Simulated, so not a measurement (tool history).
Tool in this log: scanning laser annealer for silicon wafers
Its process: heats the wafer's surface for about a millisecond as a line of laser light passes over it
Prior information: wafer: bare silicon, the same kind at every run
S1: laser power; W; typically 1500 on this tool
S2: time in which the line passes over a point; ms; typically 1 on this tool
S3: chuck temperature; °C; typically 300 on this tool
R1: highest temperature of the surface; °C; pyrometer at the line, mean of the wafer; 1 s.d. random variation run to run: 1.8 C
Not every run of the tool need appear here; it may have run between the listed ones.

{"run": 1, "hour": 0.0, "S1": 1500, "S2": 1, "S3": 300, "R1": 1046}
{"run": 2, "hour": 21.6, "S1": 1500, "S2": 1, "S3": 300, "R1": 1044}
{"run": 3, "hour": 59.1, "S1": 1500, "S2": 1, "S3": 300, "R1": 1042}
{"run": 4, "hour": 90.3, "S1": 1500, "S2": 1, "S3": 300, "R1": 1042}
{"run": 5, "hour": 110.6, "S1": 1500, "S2": 1.23, "S3": 300, "R1": 1135}
{"run": 6, "hour": 152.0, "S1": 1500, "S2": 1, "S3": 300, "R1": 1045}
{"run": 7, "hour": 194.5, "S1": 1500, "S2": 1, "S3": 300, "R1": 1040}
{"run": 8, "hour": 217.3, "S1": 1500, "S2": 1, "S3": 264, "R1": 1003}
{"run": 9, "hour": 260.2, "S1": 1582, "S2": 1, "S3": 300, "R1": 1087}
{"run": 10, "hour": 303.6, "S1": 1548, "S2": 0.7, "S3": 338, "R1": 962}

Forecast run 11:
{"run": 11, "hour": 332.0, "S1": 1548, "S2": 0.7, "S3": 338, "R1": "?"}

Run 11 yielded R1 960 °C.
Without the tool's hidden state the same run would have given R1 979 °C.
